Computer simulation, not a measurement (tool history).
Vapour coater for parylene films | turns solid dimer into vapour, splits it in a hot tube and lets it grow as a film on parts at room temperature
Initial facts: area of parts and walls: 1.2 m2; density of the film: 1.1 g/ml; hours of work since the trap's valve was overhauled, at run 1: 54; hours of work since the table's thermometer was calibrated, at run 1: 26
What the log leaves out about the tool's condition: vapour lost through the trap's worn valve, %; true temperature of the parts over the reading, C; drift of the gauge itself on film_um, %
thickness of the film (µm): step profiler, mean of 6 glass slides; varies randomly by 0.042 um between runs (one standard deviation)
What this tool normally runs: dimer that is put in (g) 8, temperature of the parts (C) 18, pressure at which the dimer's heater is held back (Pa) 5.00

run	hour	dimer that is put in (g)	temperature of the parts (C)	pressure at which the dimer's heater is held back (Pa)	hours of work since the trap's valve was overhauled	hours of work since the table's thermometer was calibrated	thickness of the film (µm)
1	0.0	8	18	5.00	54	26	4.50
2	13.4	8	18	5.00	64	36	4.52
3	41.9	8	18	5.00	86	58	4.42
4	58.0	8	18	5.00	98	71	4.44
5	84.9	8	18	5.74	119	91	4.39
6	98.6	8	18	5.74	129	102	4.40
7	120.7	8	18	5.74	146	119	4.31
8	133.0	8	11	5.74	156	128	5.65
9	154.4	8	29	5.74	172	144	2.64
10	177.4	8	19	6.27	190	162	4.08
11	189.9	8	19	6.27	199	172	4.06
12	213.4	5	19	5.59	217	190	2.53
13	241.9	5	19	5.59	239	211	2.47
14	258.3	4	18	5.00	252	224	2.13
15	273.8	4	11	2.16	264	236	2.77
16	288.6	13	14	2.97	275	247	8.70
17	315.1	13	17	2.97	295	268	7.46

Here are 3 independent what-if runs from the current tool condition. What would each one return?
A	341.1	3	17	2.29	315	287	?
B	341.1	13	14	5.92	315	287	?
C	341.1	7	17	4.75	315	287	?

run	thickness of the film (µm)
A	1.73
B	8.07
C	3.93
Stripped of hidden state, with their random variation kept, the same runs would have yielded:
run	thickness of the film (µm)
A	1.88
B	8.74
C	4.26

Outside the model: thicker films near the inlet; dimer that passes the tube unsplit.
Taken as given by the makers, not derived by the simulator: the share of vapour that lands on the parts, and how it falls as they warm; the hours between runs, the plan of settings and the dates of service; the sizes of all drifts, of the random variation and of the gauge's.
